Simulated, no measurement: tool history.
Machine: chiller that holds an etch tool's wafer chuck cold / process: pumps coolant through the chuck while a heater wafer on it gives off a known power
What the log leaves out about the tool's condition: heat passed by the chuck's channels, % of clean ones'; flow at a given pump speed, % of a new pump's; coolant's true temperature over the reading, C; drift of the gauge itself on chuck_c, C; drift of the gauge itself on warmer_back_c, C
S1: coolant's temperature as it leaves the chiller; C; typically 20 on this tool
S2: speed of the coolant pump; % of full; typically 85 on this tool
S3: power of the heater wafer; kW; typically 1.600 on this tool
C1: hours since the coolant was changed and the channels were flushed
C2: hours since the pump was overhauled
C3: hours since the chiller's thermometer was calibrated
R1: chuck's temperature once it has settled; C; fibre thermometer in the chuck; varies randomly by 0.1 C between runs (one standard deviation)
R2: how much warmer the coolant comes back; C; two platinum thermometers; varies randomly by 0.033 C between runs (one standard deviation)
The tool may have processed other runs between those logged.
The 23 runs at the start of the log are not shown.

Run 24, hour 657.0: usual settings but S2 75 % of full, S3 0.806 kW; C1 3116; C2 927; C3 1474. Result: R1 28.1 C, R2 2.59 C.
Run 25, hour 693.1: usual settings but S1 13 C; C1 3152; C2 963; C3 1510. Result: R1 27.4 C, R2 4.36 C.
Run 26, hour 717.5: usual settings but S1 16 C; C1 3176; C2 988; C3 1535. Result: R1 30.3 C, R2 4.42 C.
Run 27, hour 753.6: usual settings but S1 10 C, S2 87 % of full, S3 1.696 kW; C1 3212; C2 1024; C3 1571. Result: R1 25.1 C, R2 4.58 C.
Run 28, hour 790.9: usual settings but S1 10 C, S2 87 % of full, S3 1.696 kW; C1 3249; C2 1061; C3 1608. Result: R1 25.1 C, R2 4.65 C.
Run 29, hour 827.6: usual settings but S1 10 C, S2 87 % of full, S3 1.696 kW; C1 3286; C2 1098; C3 1645. Result: R1 25.0 C, R2 4.61 C.
Run 30, hour 864.9: usual settings but S1 10 C, S2 87 % of full, S3 1.696 kW; C1 3323; C2 1135; C3 1682. Result: R1 25.1 C, R2 4.69 C.
Run 31, hour 902.3: usual settings but S1 10 C, S2 87 % of full, S3 1.696 kW; C1 3361; C2 1172; C3 1720. Result: R1 25.1 C, R2 4.71 C.
Run 32, hour 927.1: usual settings but S1 23 C, S2 95 % of full, S3 1.678 kW; C1 3386; C2 1197; C3 1744. Result: R1 36.7 C, R2 4.30 C.

4 options for the next run, each taken on its own from the tool as it stands now. Forecast them:
Run A, hour 960.7: usual settings but S1 28 C; C1 3419; C2 1231; C3 1778. Result: R1 ?, R2 ?.
Run B, hour 960.7: usual settings but S1 11 C, S2 96 % of full, S3 1.476 kW; C1 3419; C2 1231; C3 1778. Result: R1 ?, R2 ?.
Run C, hour 960.7: usual settings but S1 21 C, S2 84 % of full; C1 3419; C2 1231; C3 1778. Result: R1 ?, R2 ?.
Run D, hour 960.7: usual settings but S1 19 C, S2 97 % of full; C1 3419; C2 1231; C3 1778. Result: R1 ?, R2 ?.

run    R1    R2
  A  42.3  4.59
  B  23.0  3.80
  C  35.7  4.67
  D  32.2  4.08
What these runs would have given with no unlogged condition in the tool:
run    R1    R2
  A  42.3  4.16
  B  23.0  3.38
  C  35.7  4.25
  D  32.2  3.66
